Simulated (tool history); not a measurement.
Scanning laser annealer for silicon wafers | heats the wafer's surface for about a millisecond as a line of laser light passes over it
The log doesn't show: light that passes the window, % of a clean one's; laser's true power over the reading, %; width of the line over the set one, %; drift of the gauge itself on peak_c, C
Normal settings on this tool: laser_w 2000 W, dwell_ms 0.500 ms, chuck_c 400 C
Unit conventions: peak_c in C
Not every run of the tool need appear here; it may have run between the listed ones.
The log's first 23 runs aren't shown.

run,hour,laser_w,dwell_ms,chuck_c,hours of work since the window was cleaned,hours of work since the power meter was calibrated,hours of work since the optics were aligned,peak_c
24,1233.7,1813,0.422,400,49,1128,380,1111
25,1266.5,1832,0.356,420,65,1145,396,1085
26,1325.4,1777,0.500,378,94,1174,426,1129
27,1384.3,1777,0.382,424,124,1203,455,1086
28,1452.2,1712,0.419,414,158,1237,489,1083
29,1483.3,1953,0.500,400,173,1253,504,1215
30,1525.5,1953,0.500,400,194,1274,525,1213
31,1593.8,2000,0.500,378,228,1308,559,1207
32,1658.6,2000,0.536,430,260,1340,591,1283
33,1701.7,2000,0.500,411,282,1361,613,1244
34,1741.6,2000,0.500,411,302,1381,633,1238
35,1786.1,1709,0.567,429,324,1403,655,1187
36,1860.9,1936,0.618,405,361,1441,692,1283
37,1894.3,1850,0.578,405,378,1457,709,1221
38,1932.5,2000,0.488,434,397,1476,728,1246
39,1988.7,1943,0.421,368,425,1504,756,1108
40,2043.0,2046,0.398,413,452,1531,783,1172

Predict each of these 5 candidate next runs independently; none follows another, all start after run 40:
A,2105.3,1850,0.593,434,483,1562,814,?
B,2105.3,2110,0.420,378,483,1562,814,?
C,2105.3,2057,0.467,412,483,1562,814,?
D,2105.3,2046,0.398,427,483,1562,814,?
E,2105.3,2039,0.423,397,483,1562,814,?

run,peak_c
A,1256
B,1176
C,1228
D,1186
E,1170
Without the tool's unlogged condition, the same runs would have read:
run,peak_c
A,1284
B,1204
C,1256
D,1213
E,1197
